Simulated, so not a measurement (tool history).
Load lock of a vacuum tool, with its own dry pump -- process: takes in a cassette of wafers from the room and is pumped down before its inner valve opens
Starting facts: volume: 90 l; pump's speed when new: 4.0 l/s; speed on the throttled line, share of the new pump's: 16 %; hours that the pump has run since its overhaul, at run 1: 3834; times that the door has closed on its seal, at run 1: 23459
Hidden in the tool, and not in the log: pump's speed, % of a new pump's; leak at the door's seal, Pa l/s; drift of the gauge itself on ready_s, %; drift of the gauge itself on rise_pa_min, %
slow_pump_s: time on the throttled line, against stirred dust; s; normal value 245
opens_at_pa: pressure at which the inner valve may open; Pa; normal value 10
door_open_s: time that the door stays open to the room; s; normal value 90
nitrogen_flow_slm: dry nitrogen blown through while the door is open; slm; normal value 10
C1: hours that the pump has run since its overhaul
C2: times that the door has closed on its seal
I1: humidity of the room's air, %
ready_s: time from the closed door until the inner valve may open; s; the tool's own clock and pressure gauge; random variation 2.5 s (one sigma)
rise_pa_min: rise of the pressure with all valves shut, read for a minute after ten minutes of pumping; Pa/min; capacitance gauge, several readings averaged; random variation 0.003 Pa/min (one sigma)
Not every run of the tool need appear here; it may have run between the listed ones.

Run 1, day 0: usual settings; C1 3834; C2 23459; I1 44.8. Result: ready_s 421 s, rise_pa_min 0.064 Pa/min.
Run 2, day 6.483: usual settings; C1 3990; C2 23991; I1 44.8. Result: ready_s 422.5 s, rise_pa_min 0.062 Pa/min.
Run 3, day 9.942: usual settings; C1 4073; C2 24274; I1 44. Result: ready_s 416.1 s, rise_pa_min 0.07 Pa/min.
Run 4, day 14.917: usual settings; C1 4192; C2 24682; I1 44. Result: ready_s 413.4 s, rise_pa_min 0.063 Pa/min.
Run 5, day 20.867: usual settings; C1 4335; C2 25169; I1 45.2. Result: ready_s 420.6 s, rise_pa_min 0.071 Pa/min.
Run 6, day 24.117: usual settings but door_open_s 29 s; C1 4413; C2 25436; I1 48.4. Result: ready_s 419.4 s, rise_pa_min 0.057 Pa/min.
Run 7, day 29.604: usual settings but slow_pump_s 217 s, door_open_s 133 s; C1 4544; C2 25885; I1 42.3. Result: ready_s 398.4 s, rise_pa_min 0.075 Pa/min.
Run 8, day 33.029: usual settings but slow_pump_s 168 s, nitrogen_flow_slm 4 slm; C1 4627; C2 26166; I1 46.7. Result: ready_s 356.8 s, rise_pa_min 0.071 Pa/min.
Run 9, day 35.883: usual settings but slow_pump_s 244 s, door_open_s 153 s, nitrogen_flow_slm 27 slm; C1 4695; C2 26400; I1 41.5. Result: ready_s 423.2 s, rise_pa_min 0.063 Pa/min.
Run 10, day 39.829: usual settings but slow_pump_s 194 s, opens_at_pa 13 Pa; C1 4790; C2 26723; I1 43.9. Result: ready_s 372.7 s, rise_pa_min 0.069 Pa/min.

Here are 3 independent what-if runs from the current tool condition. What would each one return?
Run A, day 44.954: usual settings but nitrogen_flow_slm 20 slm; C1 4913; C2 27143; I1 45.2. Result: ready_s ?, rise_pa_min ?.
Run B, day 44.954: usual settings but door_open_s 162 s; C1 4913; C2 27143; I1 46.5. Result: ready_s ?, rise_pa_min ?.
Run C, day 44.954: usual settings but slow_pump_s 374 s, opens_at_pa 9 Pa; C1 4913; C2 27143; I1 46.6. Result: ready_s ?, rise_pa_min ?.

run  ready_s  rise_pa_min
  A    419.7        0.065
  B    419.3        0.092
  C    528.7        0.078
The same runs, with their run-to-run variation unchanged, on a tool lacking any hidden condition would have given:
run  ready_s  rise_pa_min
  A    412.6        0.027
  B    412.3        0.055
  C    522.4         0.04
